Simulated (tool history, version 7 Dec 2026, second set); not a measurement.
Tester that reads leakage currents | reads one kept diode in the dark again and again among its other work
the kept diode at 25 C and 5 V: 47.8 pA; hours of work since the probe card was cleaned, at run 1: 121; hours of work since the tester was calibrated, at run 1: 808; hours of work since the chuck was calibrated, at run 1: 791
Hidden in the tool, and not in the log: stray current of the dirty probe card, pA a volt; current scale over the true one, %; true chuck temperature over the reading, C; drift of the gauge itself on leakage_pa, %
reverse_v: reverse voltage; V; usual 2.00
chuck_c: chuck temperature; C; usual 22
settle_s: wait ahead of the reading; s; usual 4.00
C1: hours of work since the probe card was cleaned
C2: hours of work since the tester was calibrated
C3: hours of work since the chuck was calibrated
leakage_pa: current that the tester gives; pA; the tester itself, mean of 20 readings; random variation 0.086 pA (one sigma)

{"run": 1, "day": 0.0, "reverse_v": 2.0, "chuck_c": 22, "settle_s": 4.0, "C1": 121, "C2": 808, "C3": 791, "leakage_pa": 22.39}
{"run": 2, "day": 0.767, "reverse_v": 2.0, "chuck_c": 22, "settle_s": 4.0, "C1": 128, "C2": 815, "C3": 799, "leakage_pa": 22.39}
{"run": 3, "day": 1.592, "reverse_v": 2.0, "chuck_c": 22, "settle_s": 4.0, "C1": 136, "C2": 823, "C3": 807, "leakage_pa": 22.29}
{"run": 4, "day": 2.596, "reverse_v": 2.0, "chuck_c": 22, "settle_s": 4.0, "C1": 146, "C2": 833, "C3": 816, "leakage_pa": 22.2}
{"run": 5, "day": 3.929, "reverse_v": 2.0, "chuck_c": 22, "settle_s": 4.0, "C1": 159, "C2": 846, "C3": 829, "leakage_pa": 22.28}
{"run": 6, "day": 4.588, "reverse_v": 2.0, "chuck_c": 22, "settle_s": 0.44, "C1": 165, "C2": 852, "C3": 836, "leakage_pa": 23.96}
{"run": 7, "day": 5.725, "reverse_v": 2.0, "chuck_c": 22, "settle_s": 2.64, "C1": 176, "C2": 863, "C3": 847, "leakage_pa": 22.37}
{"run": 8, "day": 6.388, "reverse_v": 2.0, "chuck_c": 22, "settle_s": 2.64, "C1": 183, "C2": 870, "C3": 853, "leakage_pa": 22.39}
{"run": 9, "day": 6.954, "reverse_v": 2.0, "chuck_c": 22, "settle_s": 2.64, "C1": 188, "C2": 875, "C3": 859, "leakage_pa": 22.52}
{"run": 10, "day": 7.758, "reverse_v": 3.75, "chuck_c": 22, "settle_s": 4.0, "C1": 196, "C2": 883, "C3": 867, "leakage_pa": 31.5}
{"run": 11, "day": 8.817, "reverse_v": 3.75, "chuck_c": 22, "settle_s": 4.0, "C1": 206, "C2": 893, "C3": 877, "leakage_pa": 31.41}
{"run": 12, "day": 9.492, "reverse_v": 3.75, "chuck_c": 22, "settle_s": 4.0, "C1": 213, "C2": 900, "C3": 883, "leakage_pa": 31.33}
{"run": 13, "day": 10.688, "reverse_v": 3.75, "chuck_c": 52, "settle_s": 1.04, "C1": 225, "C2": 912, "C3": 895, "leakage_pa": 249.26}
{"day": 10.825, "done": "chuck's temperature calibrated"}
{"run": 14, "day": 11.542, "reverse_v": 1.0, "chuck_c": 22, "settle_s": 1.7, "C1": 232, "C2": 919, "C3": 7, "leakage_pa": 15.05}
{"run": 15, "day": 12.85, "reverse_v": 11.23, "chuck_c": 22, "settle_s": 4.0, "C1": 245, "C2": 932, "C3": 20, "leakage_pa": 56.74}
{"run": 16, "day": 13.762, "reverse_v": 11.23, "chuck_c": 22, "settle_s": 4.0, "C1": 254, "C2": 941, "C3": 29, "leakage_pa": 56.69}
{"run": 17, "day": 15.042, "reverse_v": 19.95, "chuck_c": 22, "settle_s": 4.0, "C1": 266, "C2": 953, "C3": 41, "leakage_pa": 78.05}
{"run": 18, "day": 16.183, "reverse_v": 4.53, "chuck_c": 22, "settle_s": 4.0, "C1": 277, "C2": 964, "C3": 52, "leakage_pa": 34.22}
{"run": 19, "day": 17.058, "reverse_v": 11.97, "chuck_c": 22, "settle_s": 4.38, "C1": 286, "C2": 973, "C3": 61, "leakage_pa": 58.37}
{"run": 20, "day": 18.096, "reverse_v": 11.97, "chuck_c": 22, "settle_s": 1.3, "C1": 296, "C2": 983, "C3": 71, "leakage_pa": 61.07}
{"day": 18.579, "done": "chuck's temperature calibrated, once more"}
{"run": 21, "day": 18.725, "reverse_v": 11.97, "chuck_c": 22, "settle_s": 1.37, "C1": 301, "C2": 988, "C3": 1, "leakage_pa": 65.98}

4 ways to go on from here, each from the tool as it stands after run 21. What would each give?
{"run": "A", "day": 19.721, "reverse_v": 14.0, "chuck_c": 22, "settle_s": 0.81, "C1": 311, "C2": 998, "C3": 11, "leakage_pa": "?"}
{"run": "B", "day": 19.721, "reverse_v": 18.71, "chuck_c": 44, "settle_s": 4.0, "C1": 311, "C2": 998, "C3": 11, "leakage_pa": "?"}
{"run": "C", "day": 19.721, "reverse_v": 2.46, "chuck_c": 22, "settle_s": 0.42, "C1": 311, "C2": 998, "C3": 11, "leakage_pa": "?"}
{"run": "D", "day": 19.721, "reverse_v": 10.22, "chuck_c": 42, "settle_s": 1.37, "C1": 311, "C2": 998, "C3": 11, "leakage_pa": "?"}

run=A leakage_pa=74.58
run=B leakage_pa=370.65
run=C leakage_pa=28.47
run=D leakage_pa=237.06
Without the tool's hidden state the same runs would have given:
run=A leakage_pa=73.44
run=B leakage_pa=369.56
run=C leakage_pa=28.29
run=D leakage_pa=236.51
